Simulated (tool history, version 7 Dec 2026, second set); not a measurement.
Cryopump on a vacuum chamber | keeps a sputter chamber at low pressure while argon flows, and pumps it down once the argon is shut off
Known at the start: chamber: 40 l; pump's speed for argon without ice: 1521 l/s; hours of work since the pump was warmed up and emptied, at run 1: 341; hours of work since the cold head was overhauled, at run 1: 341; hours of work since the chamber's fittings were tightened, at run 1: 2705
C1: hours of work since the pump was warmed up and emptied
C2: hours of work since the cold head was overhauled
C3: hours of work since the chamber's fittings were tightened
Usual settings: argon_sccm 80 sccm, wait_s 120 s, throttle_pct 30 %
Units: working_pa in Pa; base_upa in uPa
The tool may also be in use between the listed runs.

Run 1, hour 0.0: usual settings; C1 341; C2 341; C3 2705. Result: working_pa 0.3209 Pa, base_upa 2.64 uPa.
Run 2, hour 37.6: usual settings; C1 360; C2 360; C3 2724. Result: working_pa 0.3214 Pa, base_upa 2.77 uPa.
Run 3, hour 80.9: usual settings; C1 382; C2 382; C3 2747. Result: working_pa 0.3219 Pa, base_upa 2.73 uPa.
Run 4, hour 118.6: usual settings but wait_s 46 s; C1 402; C2 402; C3 2766. Result: working_pa 0.3231 Pa, base_upa 3.48 uPa.
Run 5, hour 152.7: usual settings but wait_s 46 s; C1 419; C2 419; C3 2784. Result: working_pa 0.3248 Pa, base_upa 3.65 uPa.
Run 6, hour 182.2: usual settings but wait_s 46 s; C1 435; C2 435; C3 2799. Result: working_pa 0.3276 Pa, base_upa 3.62 uPa.
Run 7, hour 217.3: usual settings but wait_s 46 s; C1 453; C2 453; C3 2817. Result: working_pa 0.3323 Pa, base_upa 3.72 uPa.
Run 8, hour 238.4: usual settings but argon_sccm 123 sccm; C1 464; C2 464; C3 2828. Result: working_pa 0.5079 Pa, base_upa 2.97 uPa.
Run 9, hour 279.1: usual settings; C1 485; C2 485; C3 2849. Result: working_pa 0.3314 Pa, base_upa 3.05 uPa.
At hour 309.4: pump warmed up, emptied and cooled again.
Run 10, hour 310.6: usual settings; C1 1; C2 498; C3 2863. Result: working_pa 0.2965 Pa, base_upa 2.39 uPa.
Run 11, hour 330.4: usual settings; C1 11; C2 508; C3 2873. Result: working_pa 0.2975 Pa, base_upa 2.33 uPa.
Run 12, hour 370.1: usual settings; C1 31; C2 529; C3 2893. Result: working_pa 0.3004 Pa, base_upa 2.33 uPa.
Run 13, hour 409.0: usual settings; C1 51; C2 549; C3 2913. Result: working_pa 0.2998 Pa, base_upa 2.40 uPa.
Run 14, hour 434.6: usual settings; C1 65; C2 562; C3 2926. Result: working_pa 0.3012 Pa, base_upa 2.48 uPa.
Run 15, hour 460.6: usual settings but wait_s 85 s; C1 78; C2 576; C3 2940. Result: working_pa 0.3010 Pa, base_upa 2.66 uPa.
Run 16, hour 509.0: usual settings but wait_s 85 s; C1 103; C2 600; C3 2965. Result: working_pa 0.3055 Pa, base_upa 2.78 uPa.
Run 17, hour 542.5: usual settings but wait_s 85 s; C1 120; C2 618; C3 2982. Result: working_pa 0.3046 Pa, base_upa 2.69 uPa.
Run 18, hour 588.6: usual settings but wait_s 132 s; C1 144; C2 641; C3 3006. Result: working_pa 0.3045 Pa, base_upa 2.59 uPa.
Run 19, hour 626.3: usual settings but wait_s 291 s, throttle_pct 39 %; C1 163; C2 661; C3 3025. Result: working_pa 0.2408 Pa, base_upa 2.43 uPa.
Run 20, hour 668.3: usual settings but argon_sccm 136 sccm, wait_s 117 s, throttle_pct 39 %; C1 185; C2 683; C3 3047. Result: working_pa 0.4116 Pa, base_upa 2.69 uPa.
Run 21, hour 707.6: usual settings but argon_sccm 37 sccm, wait_s 21 s, throttle_pct 19 %; C1 205; C2 703; C3 3067. Result: working_pa 0.2222 Pa, base_upa 4.96 uPa.
Run 22, hour 747.9: usual settings but argon_sccm 60 sccm; C1 226; C2 724; C3 3088. Result: working_pa 0.2359 Pa, base_upa 2.73 uPa.
Run 23, hour 775.2: usual settings but argon_sccm 119 sccm, throttle_pct 26 %; C1 240; C2 738; C3 3102. Result: working_pa 0.5358 Pa, base_upa 2.84 uPa.
Run 24, hour 807.0: usual settings but argon_sccm 119 sccm, throttle_pct 26 %; C1 256; C2 754; C3 3118. Result: working_pa 0.5357 Pa, base_upa 2.85 uPa.
Run 25, hour 849.6: usual settings but argon_sccm 119 sccm, throttle_pct 26 %; C1 278; C2 776; C3 3140. Result: working_pa 0.5349 Pa, base_upa 2.92 uPa.
Run 26, hour 882.5: usual settings but argon_sccm 96 sccm, throttle_pct 47 %; C1 295; C2 793; C3 3157. Result: working_pa 0.2523 Pa, base_upa 2.99 uPa.
Run 27, hour 917.9: usual settings but argon_sccm 34 sccm, wait_s 296 s, throttle_pct 31 %; C1 314; C2 811; C3 3176. Result: working_pa 0.1310 Pa, base_upa 2.69 uPa.
Run 28, hour 963.2: usual settings but argon_sccm 34 sccm, wait_s 297 s, throttle_pct 22 %; C1 337; C2 835; C3 3199. Result: working_pa 0.1819 Pa, base_upa 2.73 uPa.
Run 29, hour 1008.9: usual settings but wait_s 107 s, throttle_pct 51 %; C1 361; C2 858; C3 3222. Result: working_pa 0.2014 Pa, base_upa 3.22 uPa.
Run 30, hour 1047.4: usual settings but argon_sccm 40 sccm, wait_s 31 s, throttle_pct 51 %; C1 380; C2 878; C3 3242. Result: working_pa 0.1007 Pa, base_upa 4.51 uPa.
Run 31, hour 1073.5: usual settings but argon_sccm 76 sccm, wait_s 43 s, throttle_pct 51 %; C1 394; C2 891; C3 3256. Result: working_pa 0.1941 Pa, base_upa 4.03 uPa.
Run 32, hour 1095.3: usual settings but argon_sccm 38 sccm, wait_s 141 s, throttle_pct 25 %; C1 405; C2 903; C3 3267. Result: working_pa 0.1817 Pa, base_upa 3.15 uPa.
Run 33, hour 1128.3: usual settings but argon_sccm 38 sccm, wait_s 141 s, throttle_pct 25 %; C1 422; C2 920; C3 3284. Result: working_pa 0.1827 Pa, base_upa 3.13 uPa.
Run 34, hour 1162.1: usual settings but argon_sccm 38 sccm, wait_s 141 s, throttle_pct 25 %; C1 439; C2 937; C3 3301. Result: working_pa 0.1852 Pa, base_upa 3.27 uPa.

Hidden state or all else? Some run-to-run changes of working_pa, split into what the settings, what came in and random variation would give without the hidden state, and what is left for the hidden state (with any gauge scatter that isn't in both results):
The hidden state here: pump's speed, % of a pump's without ice; cold plate's temperature, K; leak into the chamber, uPa l/s; drift of the gauge itself on working_pa, %; drift of the gauge itself on base_upa, %.
Run 7 -> 8: argon_sccm 80 -> 123, wait_s 46 -> 120. working_pa +0.1756 Pa: hidden state +0.0196, all else +0.1560.
Run 8 -> 9: argon_sccm 123 -> 80. working_pa -0.1765 Pa: hidden state -0.0169, all else -0.1596.
Run 9 -> 10: pump warmed up, emptied and cooled again. working_pa -0.0349 Pa: hidden state -0.0347, all else -0.0002.
Run 20 -> 21: argon_sccm 136 -> 37, wait_s 117 -> 21, throttle_pct 39 -> 19. working_pa -0.1894 Pa: hidden state -0.0160, all else -0.1734.
Run 22 -> 23: argon_sccm 60 -> 119, throttle_pct 30 -> 26. working_pa +0.2999 Pa: hidden state +0.0135, all else +0.2864.
Run 25 -> 26: argon_sccm 119 -> 96, throttle_pct 26 -> 47. working_pa -0.2826 Pa: hidden state -0.0043, all else -0.2783.
